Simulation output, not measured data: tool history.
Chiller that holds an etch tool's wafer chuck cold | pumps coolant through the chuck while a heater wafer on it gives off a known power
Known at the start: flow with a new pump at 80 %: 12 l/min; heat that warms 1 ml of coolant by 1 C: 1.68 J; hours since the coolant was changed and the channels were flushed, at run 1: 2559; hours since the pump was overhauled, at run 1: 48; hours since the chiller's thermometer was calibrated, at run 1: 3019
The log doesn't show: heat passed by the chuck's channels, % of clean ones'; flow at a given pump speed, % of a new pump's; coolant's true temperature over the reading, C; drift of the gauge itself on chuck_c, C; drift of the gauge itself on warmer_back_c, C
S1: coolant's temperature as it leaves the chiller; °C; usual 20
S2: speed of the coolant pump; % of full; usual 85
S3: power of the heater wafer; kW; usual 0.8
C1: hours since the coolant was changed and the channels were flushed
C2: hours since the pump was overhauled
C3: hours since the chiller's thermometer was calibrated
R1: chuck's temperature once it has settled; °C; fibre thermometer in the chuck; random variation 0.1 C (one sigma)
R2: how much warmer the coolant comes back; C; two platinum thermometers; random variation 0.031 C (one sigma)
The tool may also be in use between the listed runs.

{"run": 1, "day": 0.0, "S1": 20, "S2": 85, "S3": 0.8, "C1": 2559, "C2": 48, "C3": 3019, "R1": 31.3, "R2": 2.2}
{"run": 2, "day": 2.271, "S1": 20, "S2": 72, "S3": 0.8, "C1": 2613, "C2": 103, "C3": 3073, "R1": 33, "R2": 2.7}
{"run": 3, "day": 5.312, "S1": 20, "S2": 72, "S3": 0.8, "C1": 2686, "C2": 176, "C3": 3146, "R1": 33, "R2": 2.74}
{"run": 4, "day": 8.054, "S1": 20, "S2": 85, "S3": 1.135, "C1": 2752, "C2": 242, "C3": 3212, "R1": 36.1, "R2": 3.21}
{"run": 5, "day": 9.708, "S1": 20, "S2": 85, "S3": 1.135, "C1": 2792, "C2": 281, "C3": 3252, "R1": 36.1, "R2": 3.23}
{"run": 6, "day": 11.188, "S1": 20, "S2": 72, "S3": 0.8, "C1": 2827, "C2": 317, "C3": 3287, "R1": 33.5, "R2": 2.67}
{"run": 7, "day": 14.112, "S1": 20, "S2": 72, "S3": 0.8, "C1": 2898, "C2": 387, "C3": 3357, "R1": 33.1, "R2": 2.75}
{"run": 8, "day": 17.012, "S1": 20, "S2": 72, "S3": 0.8, "C1": 2967, "C2": 457, "C3": 3427, "R1": 33.4, "R2": 2.72}
{"run": 9, "day": 18.346, "S1": 20, "S2": 72, "S3": 0.8, "C1": 2999, "C2": 489, "C3": 3459, "R1": 33.4, "R2": 2.78}
{"day": 18.912, "done": "chiller's thermometer calibrated"}
{"run": 10, "day": 21.162, "S1": 20, "S2": 85, "S3": 0.8, "C1": 3066, "C2": 555, "C3": 54, "R1": 30.8, "R2": 2.26}
{"run": 11, "day": 22.967, "S1": 20, "S2": 86, "S3": 0.8, "C1": 3109, "C2": 599, "C3": 97, "R1": 30.8, "R2": 2.23}
{"run": 12, "day": 25.167, "S1": 20, "S2": 86, "S3": 0.8, "C1": 3162, "C2": 651, "C3": 150, "R1": 30.9, "R2": 2.27}
{"run": 13, "day": 26.85, "S1": 20, "S2": 86, "S3": 0.8, "C1": 3202, "C2": 692, "C3": 191, "R1": 31, "R2": 2.23}
{"run": 14, "day": 28.925, "S1": 24, "S2": 85, "S3": 0.8, "C1": 3252, "C2": 742, "C3": 240, "R1": 35, "R2": 2.3}
{"run": 15, "day": 30.225, "S1": 24, "S2": 85, "S3": 0.8, "C1": 3283, "C2": 773, "C3": 271, "R1": 35, "R2": 2.3}
{"run": 16, "day": 32.854, "S1": 24, "S2": 85, "S3": 0.8, "C1": 3346, "C2": 836, "C3": 335, "R1": 35.2, "R2": 2.33}
{"run": 17, "day": 34.525, "S1": 24, "S2": 85, "S3": 0.8, "C1": 3387, "C2": 876, "C3": 375, "R1": 35.3, "R2": 2.32}
{"run": 18, "day": 37.333, "S1": 18, "S2": 94, "S3": 0.764, "C1": 3454, "C2": 943, "C3": 442, "R1": 28.1, "R2": 1.98}
{"run": 19, "day": 39.575, "S1": 18, "S2": 94, "S3": 0.764, "C1": 3508, "C2": 997, "C3": 496, "R1": 28, "R2": 1.98}
{"run": 20, "day": 40.954, "S1": 20, "S2": 74, "S3": 0.8, "C1": 3541, "C2": 1030, "C3": 529, "R1": 32.7, "R2": 2.68}
{"run": 21, "day": 43.062, "S1": 13, "S2": 92, "S3": 0.529, "C1": 3591, "C2": 1081, "C3": 580, "R1": 20.1, "R2": 1.47}

The same runs without the tool's hidden state, with the same run-to-run variation:
run=1 R1=29.4 R2=2.2
run=2 R1=30.8 R2=2.69
run=3 R1=30.8 R2=2.72
run=4 R1=33.5 R2=3.18
run=5 R1=33.5 R2=3.19
run=6 R1=31.2 R2=2.64
run=7 R1=30.7 R2=2.7
run=8 R1=30.9 R2=2.67
run=9 R1=30.8 R2=2.72
run=10 R1=29.4 R2=2.21
run=11 R1=29.4 R2=2.17
run=12 R1=29.4 R2=2.21
run=13 R1=29.5 R2=2.16
run=14 R1=33.4 R2=2.23
run=15 R1=33.4 R2=2.22
run=16 R1=33.5 R2=2.25
run=17 R1=33.6 R2=2.23
run=18 R1=26.5 R2=1.9
run=19 R1=26.4 R2=1.9
run=20 R1=30.7 R2=2.56
run=21 R1=18.8 R2=1.4
